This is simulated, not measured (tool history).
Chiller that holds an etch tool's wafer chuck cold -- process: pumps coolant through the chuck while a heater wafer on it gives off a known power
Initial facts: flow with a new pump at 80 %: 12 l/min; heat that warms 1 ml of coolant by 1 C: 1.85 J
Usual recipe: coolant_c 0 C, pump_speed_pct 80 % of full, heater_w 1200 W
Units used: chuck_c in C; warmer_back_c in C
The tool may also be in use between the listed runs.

run 1 hour=0 | coolant_c=0 pump_speed_pct=80 heater_w=1200 | chuck_c=8.12 warmer_back_c=3.35
run 2 hour=120.5 | coolant_c=0 pump_speed_pct=80 heater_w=1200 | chuck_c=8.08 warmer_back_c=3.29
run 3 hour=230.5 | coolant_c=0 pump_speed_pct=80 heater_w=1200 | chuck_c=8.12 warmer_back_c=3.35
run 4 hour=359.9 | coolant_c=0 pump_speed_pct=80 heater_w=1200 | chuck_c=8.03 warmer_back_c=3.46
run 5 hour=474.9 | coolant_c=0 pump_speed_pct=80 heater_w=1200 | chuck_c=8.32 warmer_back_c=3.36
run 6 hour=573.6 | coolant_c=0 pump_speed_pct=80 heater_w=1200 | chuck_c=8.29 warmer_back_c=3.47
run 7 hour=680.6 | coolant_c=0 pump_speed_pct=80 heater_w=1200 | chuck_c=8.21 warmer_back_c=3.39
run 8 hour=790.6 | coolant_c=0 pump_speed_pct=80 heater_w=1200 | chuck_c=8.12 warmer_back_c=3.45
run 9 hour=881.8 | coolant_c=0 pump_speed_pct=80 heater_w=1200 | chuck_c=8.17 warmer_back_c=3.4
run 10 hour=1003.9 | coolant_c=-6 pump_speed_pct=80 heater_w=1200 | chuck_c=2.14 warmer_back_c=3.42
run 11 hour=1103.7 | coolant_c=0 pump_speed_pct=80 heater_w=1490 | chuck_c=10.51 warmer_back_c=4.28
run 12 hour=1158.1 | coolant_c=3 pump_speed_pct=80 heater_w=1200 | chuck_c=11.51 warmer_back_c=3.46
run 13 hour=1270.7 | coolant_c=3 pump_speed_pct=80 heater_w=1200 | chuck_c=11.24 warmer_back_c=3.48
run 14 hour=1394.1 | coolant_c=3 pump_speed_pct=80 heater_w=1200 | chuck_c=11.39 warmer_back_c=3.49
run 15 hour=1499.2 | coolant_c=3 pump_speed_pct=80 heater_w=1200 | chuck_c=11.38 warmer_back_c=3.46
-- hour=1513.9 coolant changed, channels flushed
run 16 hour=1584.1 | coolant_c=0 pump_speed_pct=80 heater_w=1200 | chuck_c=7.89 warmer_back_c=3.51
run 17 hour=1669.7 | coolant_c=0 pump_speed_pct=80 heater_w=1200 | chuck_c=7.84 warmer_back_c=3.6
run 18 hour=1773.8 | coolant_c=-2 pump_speed_pct=81 heater_w=670 | chuck_c=2.34 warmer_back_c=1.99
run 19 hour=1834.3 | coolant_c=-2 pump_speed_pct=81 heater_w=670 | chuck_c=2.08 warmer_back_c=1.96
run 20 hour=1907.3 | coolant_c=-2 pump_speed_pct=65 heater_w=659 | chuck_c=3.02 warmer_back_c=2.39
run 21 hour=1971.3 | coolant_c=3 pump_speed_pct=65 heater_w=1152 | chuck_c=12.1 warmer_back_c=4.2

Run 22 is up next; what results do you expect?
-- hour=1983.3 coolant pump overhauled
run 22 hour=2047.7 | coolant_c=3 pump_speed_pct=65 heater_w=1152 | chuck_c=? warmer_back_c=?

chuck_c: 12.25 C
warmer_back_c: 4.41 C
With the hidden condition absent and the run-to-run variation left alone, this run would have shown chuck_c 11.64 C, warmer_back_c 3.88 C.
